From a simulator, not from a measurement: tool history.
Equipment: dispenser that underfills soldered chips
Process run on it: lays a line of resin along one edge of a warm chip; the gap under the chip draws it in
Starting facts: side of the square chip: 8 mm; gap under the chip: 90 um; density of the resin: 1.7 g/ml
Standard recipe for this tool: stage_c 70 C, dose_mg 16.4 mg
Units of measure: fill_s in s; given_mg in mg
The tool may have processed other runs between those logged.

run 1 hour=0 | stage_c=70 dose_mg=16.4 | fill_s=39.3 given_mg=15.96
run 2 hour=2.4 | stage_c=70 dose_mg=16.4 | fill_s=41.9 given_mg=16.02
run 3 hour=5.6 | stage_c=70 dose_mg=16.4 | fill_s=46.7 given_mg=15.88
run 4 hour=10.5 | stage_c=70 dose_mg=18.2 | fill_s=51.8 given_mg=17.81
-- hour=13.6 new syringe of resin
run 5 hour=13.6 | stage_c=70 dose_mg=16.4 | fill_s=37 given_mg=15.94
run 6 hour=17.9 | stage_c=70 dose_mg=16.4 | fill_s=42 given_mg=15.9
run 7 hour=21.2 | stage_c=58 dose_mg=16.4 | fill_s=71.7 given_mg=15.98
run 8 hour=25.9 | stage_c=58 dose_mg=16.4 | fill_s=81.3 given_mg=15.74
-- hour=28.9 new syringe of resin
run 9 hour=30 | stage_c=70 dose_mg=18.3 | fill_s=38.2 given_mg=17.67
-- hour=33.5 dispensing valve cleaned and set on the balance
run 10 hour=35.7 | stage_c=70 dose_mg=18.3 | fill_s=43.6 given_mg=18.34
run 11 hour=39.1 | stage_c=70 dose_mg=15.2 | fill_s=48.7 given_mg=15.28
run 12 hour=42.9 | stage_c=70 dose_mg=15.2 | fill_s=53.3 given_mg=15.28
-- hour=45.1 new syringe of resin
run 13 hour=47.8 | stage_c=70 dose_mg=15.2 | fill_s=40.8 given_mg=15.11
run 14 hour=51.3 | stage_c=70 dose_mg=16.9 | fill_s=43.9 given_mg=16.83
run 15 hour=54.3 | stage_c=70 dose_mg=16.9 | fill_s=48 given_mg=16.92
run 16 hour=57.9 | stage_c=70 dose_mg=16.9 | fill_s=51.7 given_mg=16.73
-- hour=60.7 new syringe of resin
run 17 hour=63.5 | stage_c=70 dose_mg=16.9 | fill_s=41.1 given_mg=16.87
run 18 hour=68.1 | stage_c=70 dose_mg=16.9 | fill_s=46.2 given_mg=16.8
run 19 hour=70.9 | stage_c=60 dose_mg=20.1 | fill_s=72.7 given_mg=19.87
-- hour=76.1 new syringe of resin
run 20 hour=76.2 | stage_c=60 dose_mg=20.1 | fill_s=55.1 given_mg=19.78
run 21 hour=79.3 | stage_c=83 dose_mg=16.4 | fill_s=26.4 given_mg=16.04
run 22 hour=83 | stage_c=57 dose_mg=16.1 | fill_s=75 given_mg=15.73
run 23 hour=86.4 | stage_c=69 dose_mg=14.3 | fill_s=53.1 given_mg=13.99

The next listed run, before its measurement:
-- hour=91.3 new syringe of resin
run 24 hour=91.3 | stage_c=63 dose_mg=14.3 | fill_s=? given_mg=?

fill_s: 49.3 s
given_mg: 14.03 mg
Without the tool's hidden state the same run would have given fill_s 48.6 s, given_mg 14.34 mg.

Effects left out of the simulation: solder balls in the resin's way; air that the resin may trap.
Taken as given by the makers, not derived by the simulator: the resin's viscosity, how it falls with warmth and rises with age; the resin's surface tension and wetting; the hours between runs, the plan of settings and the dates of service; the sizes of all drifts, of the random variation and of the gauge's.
